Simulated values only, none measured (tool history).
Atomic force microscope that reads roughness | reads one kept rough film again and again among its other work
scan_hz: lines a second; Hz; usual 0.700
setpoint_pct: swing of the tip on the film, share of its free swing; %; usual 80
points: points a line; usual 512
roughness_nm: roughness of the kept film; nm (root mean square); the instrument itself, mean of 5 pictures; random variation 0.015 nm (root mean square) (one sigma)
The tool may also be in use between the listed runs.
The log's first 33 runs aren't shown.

| run | day | scan_hz | setpoint_pct | points | roughness_nm |
|---|---|---|---|---|---|
| 34 | 12.121 | 0.700 | 89 | 512 | 3.324 |
| 35 | 12.604 | 1.371 | 89 | 368 | 2.943 |
| 36 | 12.908 | 3.827 | 79 | 349 | 2.593 |
| 37 | 13.150 | 3.827 | 79 | 349 | 2.569 |
| 38 | 13.533 | 3.827 | 79 | 349 | 2.574 |
| 39 | 13.938 | 3.827 | 79 | 349 | 2.522 |
| 40 | 14.221 | 3.827 | 79 | 349 | 2.489 |
| 41 | 14.562 | 0.811 | 68 | 719 | 3.340 |
| 42 | 14.904 | 0.700 | 80 | 457 | 3.209 |
|  | 15.304 | new tip fitted |
| 43 | 15.412 | 0.596 | 80 | 512 | 3.565 |
| 44 | 15.742 | 0.596 | 67 | 512 | 3.638 |
| 45 | 16.150 | 3.422 | 80 | 512 | 2.671 |
| 46 | 16.496 | 0.700 | 80 | 389 | 3.382 |
| 47 | 16.892 | 2.487 | 80 | 356 | 2.846 |
| 48 | 17.204 | 0.823 | 70 | 674 | 3.444 |
| 49 | 17.496 | 0.823 | 75 | 674 | 3.372 |
| 50 | 17.800 | 0.823 | 75 | 674 | 3.321 |
| 51 | 18.196 | 0.823 | 75 | 674 | 3.295 |

5 ways to go on from here, each from the tool as it stands after run 51. What would each give?
| A | 18.604 | 0.700 | 80 | 512 | ? |
| B | 18.604 | 1.474 | 77 | 512 | ? |
| C | 18.604 | 2.699 | 80 | 512 | ? |
| D | 18.604 | 1.093 | 80 | 512 | ? |
| E | 18.604 | 0.573 | 67 | 467 | ? |

| run | roughness_nm |
|---|---|
| A | 3.245 |
| B | 3.051 |
| C | 2.703 |
| D | 3.132 |
| E | 3.406 |
Without the tool's hidden state the same runs would have given:
| run | roughness_nm |
|---|---|
| A | 3.500 |
| B | 3.292 |
| C | 2.915 |
| D | 3.379 |
| E | 3.674 |
